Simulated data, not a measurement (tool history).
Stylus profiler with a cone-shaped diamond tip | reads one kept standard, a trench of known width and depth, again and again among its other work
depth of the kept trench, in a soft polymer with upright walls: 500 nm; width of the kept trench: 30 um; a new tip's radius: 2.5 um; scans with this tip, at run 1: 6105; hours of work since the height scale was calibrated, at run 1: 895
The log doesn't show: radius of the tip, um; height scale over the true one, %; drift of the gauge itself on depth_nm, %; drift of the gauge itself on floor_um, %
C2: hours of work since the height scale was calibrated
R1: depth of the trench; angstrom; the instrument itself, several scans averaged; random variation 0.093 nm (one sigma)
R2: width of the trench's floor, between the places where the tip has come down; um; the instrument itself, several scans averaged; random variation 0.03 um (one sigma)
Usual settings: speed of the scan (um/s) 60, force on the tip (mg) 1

run 1 hour=0 | speed_of_the_scan_(um/s)=60 force_on_the_tip_(mg)=1 | scans_with_this_tip=6105 C2=895 | R1=5032.1 R2=26.29
run 2 hour=59 | speed_of_the_scan_(um/s)=60 force_on_the_tip_(mg)=1 | scans_with_this_tip=6312 C2=925 | R1=5030.8 R2=26.29
run 3 hour=136 | speed_of_the_scan_(um/s)=60 force_on_the_tip_(mg)=1 | scans_with_this_tip=6584 C2=965 | R1=5031.5 R2=26.23
run 4 hour=189.9 | speed_of_the_scan_(um/s)=60 force_on_the_tip_(mg)=1 | scans_with_this_tip=6773 C2=993 | R1=5032.2 R2=26.22
run 5 hour=279.1 | speed_of_the_scan_(um/s)=28 force_on_the_tip_(mg)=1 | scans_with_this_tip=7087 C2=1039 | R1=5030.9 R2=26.42
run 6 hour=373.8 | speed_of_the_scan_(um/s)=28 force_on_the_tip_(mg)=1 | scans_with_this_tip=7421 C2=1087 | R1=5032 R2=26.45
run 7 hour=428.7 | speed_of_the_scan_(um/s)=60 force_on_the_tip_(mg)=0.35 | scans_with_this_tip=7614 C2=1116 | R1=5013.2 R2=26
run 8 hour=470.3 | speed_of_the_scan_(um/s)=60 force_on_the_tip_(mg)=0.35 | scans_with_this_tip=7761 C2=1137 | R1=5011.7 R2=26.02
run 9 hour=560 | speed_of_the_scan_(um/s)=147 force_on_the_tip_(mg)=0.36 | scans_with_this_tip=8077 C2=1184 | R1=5011.2 R2=24.97
run 10 hour=621 | speed_of_the_scan_(um/s)=60 force_on_the_tip_(mg)=1.87 | scans_with_this_tip=8292 C2=1215 | R1=5048.2 R2=26.31

The next listed run, before its measurement:
run 11 hour=666.3 | speed_of_the_scan_(um/s)=37 force_on_the_tip_(mg)=0.55 | scans_with_this_tip=8451 C2=1238 | R1=? R2=?

R1: 5018.2 angstrom
R2: 26.22 um
Without the tool's hidden state the same run would have given R1 5024.6 angstrom, R2 26.67 um.
